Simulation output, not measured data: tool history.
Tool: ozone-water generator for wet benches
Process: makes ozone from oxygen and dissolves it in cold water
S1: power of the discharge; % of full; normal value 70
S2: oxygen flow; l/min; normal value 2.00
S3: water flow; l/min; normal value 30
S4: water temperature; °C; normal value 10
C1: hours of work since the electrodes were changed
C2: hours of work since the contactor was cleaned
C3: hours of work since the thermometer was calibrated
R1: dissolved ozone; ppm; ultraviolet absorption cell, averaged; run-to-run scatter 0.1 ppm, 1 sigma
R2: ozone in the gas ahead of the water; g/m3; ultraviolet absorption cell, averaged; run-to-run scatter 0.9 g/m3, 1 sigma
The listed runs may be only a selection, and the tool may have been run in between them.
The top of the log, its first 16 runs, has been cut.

run	day	S1	S2	S3	S4	C1	C2	C3	R1	R2
17	22.329	55	1.23	21	10	991	1141	2237	5.5	160.9
18	24.221	56	2.60	20	11	1026	1175	2272	7.4	113.7
19	25.158	56	2.60	20	11	1043	1192	2289	7.7	113.7
20	27.050	56	2.60	20	11	1077	1227	2323	7.3	115.5
21	28.092	63	2.00	42	12	1096	1246	2342	3.1	139.3
22	29.646	63	2.00	42	12	1125	1274	2370	2.9	140.0
23	31.208	63	2.00	42	12	1153	1303	2399	2.9	140.4
24	32.712	100	1.01	42	12	1181	1330	2426	3.0	255.8
25	34.575	70	2.32	19	10	1215	1364	2460	8.9	137.7
26	35.496	70	2.32	19	10	1231	1381	2477	8.9	139.4
27	37.250	70	2.93	30	10	1263	1413	2509	5.5	124.4
28	38.104	70	1.18	30	10	1279	1428	2525	3.9	190.7
29	39.546	72	1.18	37	15	1305	1455	2551	3.0	197.7
30	41.579	72	1.18	37	15	1342	1492	2588	2.9	191.8
31	43.158	54	3.24	38	13	1371	1521	2617	3.6	100.8
32	44.788	76	3.24	38	13	1401	1550	2647	4.4	125.4

Consider 3 possible next runs. They are alternatives, not a sequence: every one starts from the tool as it was left by run 32. What does each give?
A	45.867	76	3.14	38	5	1420	1570	2666	?	?
B	45.867	69	3.24	46	11	1420	1570	2666	?	?
C	45.867	70	2.00	34	10	1420	1570	2666	?	?

run	R1	R2
A	4.7	125.7
B	3.4	117.5
C	4.1	148.5
Had the tool no hidden state, the same runs would have come out as:
run	R1	R2
A	4.7	125.8
B	3.4	117.6
C	4.1	148.6
